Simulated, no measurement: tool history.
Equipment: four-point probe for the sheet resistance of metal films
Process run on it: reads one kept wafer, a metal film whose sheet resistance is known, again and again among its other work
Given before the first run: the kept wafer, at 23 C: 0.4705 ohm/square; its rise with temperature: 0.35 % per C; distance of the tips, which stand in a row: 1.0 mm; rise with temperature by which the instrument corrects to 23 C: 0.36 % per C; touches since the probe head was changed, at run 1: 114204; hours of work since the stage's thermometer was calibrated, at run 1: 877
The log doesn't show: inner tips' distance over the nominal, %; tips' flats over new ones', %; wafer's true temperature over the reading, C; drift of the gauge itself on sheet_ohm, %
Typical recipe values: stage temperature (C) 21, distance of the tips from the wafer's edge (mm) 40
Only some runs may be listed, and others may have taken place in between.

run,hour,stage temperature (C),distance of the tips from the wafer's edge (mm),touches since the probe head was changed,hours of work since the stage's thermometer was calibrated,sheet resistance as the instrument gives it (ohm/square)
1,0.0,21,40,114204,877,0.478111
2,28.9,21,40,116133,899,0.478081
3,60.3,22,40,118223,922,0.477981
4,98.8,22,40,120795,951,0.478191
5,118.6,22,40,122116,965,0.478484
6,156.4,22,40,124638,993,0.478564
7,172.5,21,40,125707,1005,0.478593
8,195.9,21,40,127273,1023,0.478759
9,215.3,18,69,128562,1037,0.478783
10,252.8,19,15,131064,1065,0.479878

Run 11 comes next. What will it give?
11,284.6,33,21,133187,1089,?

sheet resistance as the instrument gives it (ohm/square): 0.478849
Minus the tool's unlogged condition, the same run would have read sheet resistance as the instrument gives it (ohm/square) 0.470649.
